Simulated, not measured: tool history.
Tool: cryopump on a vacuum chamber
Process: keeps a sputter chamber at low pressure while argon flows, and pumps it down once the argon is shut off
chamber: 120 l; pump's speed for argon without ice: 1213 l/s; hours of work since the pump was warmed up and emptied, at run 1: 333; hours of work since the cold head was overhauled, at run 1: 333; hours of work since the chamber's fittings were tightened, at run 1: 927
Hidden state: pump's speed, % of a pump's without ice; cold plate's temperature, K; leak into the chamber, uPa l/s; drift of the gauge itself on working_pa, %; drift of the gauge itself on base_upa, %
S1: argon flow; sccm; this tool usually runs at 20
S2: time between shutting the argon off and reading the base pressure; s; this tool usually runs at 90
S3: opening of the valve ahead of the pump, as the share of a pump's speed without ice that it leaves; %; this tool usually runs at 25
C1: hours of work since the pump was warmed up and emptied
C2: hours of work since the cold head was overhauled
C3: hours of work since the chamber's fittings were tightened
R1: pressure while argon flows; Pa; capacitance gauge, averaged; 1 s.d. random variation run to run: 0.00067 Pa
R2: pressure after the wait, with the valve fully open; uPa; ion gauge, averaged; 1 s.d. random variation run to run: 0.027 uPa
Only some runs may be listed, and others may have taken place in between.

Run 1, hour 0.0: usual settings; C1 333; C2 333; C3 927. Result: R1 0.1148 Pa, R2 1.98 uPa.
Run 2, hour 17.8: usual settings but S2 23 s; C1 345; C2 345; C3 940. Result: R1 0.1137 Pa, R2 4.76 uPa.
Run 3, hour 34.8: usual settings but S2 23 s; C1 357; C2 357; C3 952. Result: R1 0.1155 Pa, R2 4.90 uPa.
Run 4, hour 49.8: usual settings but S2 24 s; C1 368; C2 368; C3 962. Result: R1 0.1136 Pa, R2 4.64 uPa.
Run 5, hour 66.2: usual settings but S2 24 s; C1 379; C2 379; C3 974. Result: R1 0.1155 Pa, R2 4.66 uPa.
Run 6, hour 85.1: usual settings but S2 24 s; C1 393; C2 393; C3 987. Result: R1 0.1147 Pa, R2 4.62 uPa.
Run 7, hour 99.0: usual settings but S2 24 s; C1 402; C2 402; C3 997. Result: R1 0.1162 Pa, R2 4.72 uPa.
Run 8, hour 109.8: usual settings; C1 410; C2 410; C3 1004. Result: R1 0.1163 Pa, R2 2.14 uPa.
Run 9, hour 120.0: usual settings; C1 417; C2 417; C3 1012. Result: R1 0.1168 Pa, R2 2.13 uPa.
Run 10, hour 135.5: usual settings; C1 428; C2 428; C3 1022. Result: R1 0.1159 Pa, R2 2.07 uPa.
Run 11, hour 145.1: usual settings; C1 435; C2 435; C3 1029. Result: R1 0.1155 Pa, R2 2.16 uPa.
Run 12, hour 158.9: usual settings; C1 444; C2 444; C3 1039. Result: R1 0.1158 Pa, R2 2.15 uPa.
Run 13, hour 177.5: usual settings; C1 457; C2 457; C3 1052. Result: R1 0.1155 Pa, R2 2.14 uPa.
Run 14, hour 186.5: usual settings; C1 464; C2 464; C3 1058. Result: R1 0.1163 Pa, R2 2.17 uPa.
Run 15, hour 195.4: usual settings; C1 470; C2 470; C3 1064. Result: R1 0.1164 Pa, R2 2.16 uPa.
Run 16, hour 205.2: usual settings; C1 477; C2 477; C3 1071. Result: R1 0.1157 Pa, R2 2.19 uPa.
Run 17, hour 219.1: usual settings; C1 487; C2 487; C3 1081. Result: R1 0.1163 Pa, R2 2.13 uPa.
Run 18, hour 237.6: usual settings but S1 18 sccm, S2 59 s, S3 26 %; C1 500; C2 500; C3 1094. Result: R1 0.1007 Pa, R2 2.70 uPa.
Run 19, hour 255.9: usual settings but S1 18 sccm, S2 59 s, S3 26 %; C1 513; C2 513; C3 1107. Result: R1 0.1011 Pa, R2 2.73 uPa.
Run 20, hour 266.2: usual settings but S1 18 sccm, S2 59 s, S3 26 %; C1 520; C2 520; C3 1114. Result: R1 0.1016 Pa, R2 2.74 uPa.
Run 21, hour 282.0: usual settings but S2 63 s, S3 59 %; C1 531; C2 531; C3 1125. Result: R1 0.0527 Pa, R2 2.62 uPa.
Run 22, hour 298.0: usual settings but S2 63 s, S3 59 %; C1 542; C2 542; C3 1136. Result: R1 0.0534 Pa, R2 2.62 uPa.
Run 23, hour 306.6: usual settings but S2 63 s, S3 59 %; C1 548; C2 548; C3 1142. Result: R1 0.0532 Pa, R2 2.78 uPa.
Run 24, hour 318.8: usual settings but S2 61 s; C1 557; C2 557; C3 1151. Result: R1 0.1178 Pa, R2 2.73 uPa.
Run 25, hour 332.9: usual settings but S2 61 s; C1 566; C2 566; C3 1161. Result: R1 0.1187 Pa, R2 2.69 uPa.
Run 26, hour 341.9: usual settings but S1 25 sccm, S2 20 s, S3 40 %; C1 573; C2 573; C3 1167. Result: R1 0.0937 Pa, R2 5.54 uPa.
Run 27, hour 351.8: usual settings but S1 25 sccm, S2 51 s, S3 40 %; C1 580; C2 580; C3 1174. Result: R1 0.0939 Pa, R2 3.04 uPa.
Run 28, hour 371.4: usual settings but S1 25 sccm, S2 51 s, S3 40 %; C1 594; C2 594; C3 1188. Result: R1 0.0946 Pa, R2 3.06 uPa.
Run 29, hour 384.8: usual settings but S1 15 sccm, S2 244 s, S3 57 %; C1 603; C2 603; C3 1197. Result: R1 0.0415 Pa, R2 1.71 uPa.
Run 30, hour 400.1: usual settings but S1 37 sccm, S2 38 s, S3 20 %; C1 614; C2 614; C3 1208. Result: R1 0.2705 Pa, R2 3.64 uPa.
Run 31, hour 418.8: usual settings but S1 11 sccm, S2 162 s; C1 627; C2 627; C3 1221. Result: R1 0.0643 Pa, R2 1.97 uPa.
Run 32, hour 433.5: usual settings but S1 12 sccm, S2 36 s, S3 57 %; C1 637; C2 637; C3 1232. Result: R1 0.0335 Pa, R2 3.81 uPa.
Run 33, hour 445.0: usual settings but S1 23 sccm, S3 59 %; C1 645; C2 645; C3 1240. Result: R1 0.0623 Pa, R2 2.39 uPa.
Run 34, hour 457.7: usual settings but S2 112 s, S3 36 %; C1 654; C2 654; C3 1248. Result: R1 0.0852 Pa, R2 2.17 uPa.

Consider 3 possible next runs. They are alternatives, not a sequence: every one starts from the tool as it was left by run 34. What does each give?
Run A, hour 475.2: usual settings but S1 23 sccm, S2 28 s, S3 16 %; C1 666; C2 666; C3 1261. Result: R1 ?, R2 ?.
Run B, hour 475.2: usual settings but S1 19 sccm, S2 31 s, S3 32 %; C1 666; C2 666; C3 1261. Result: R1 ?, R2 ?.
Run C, hour 475.2: usual settings but S1 27 sccm, S2 157 s, S3 36 %; C1 666; C2 666; C3 1261. Result: R1 ?, R2 ?.

run      R1    R2
  A  0.2077  4.46
  B  0.0909  4.13
  C  0.1152  2.00
The same runs, with their run-to-run variation unchanged, on a tool lacking any hidden condition would have given:
run      R1    R2
  A  0.1995  3.27
  B  0.0840  2.94
  C  0.1055  0.78
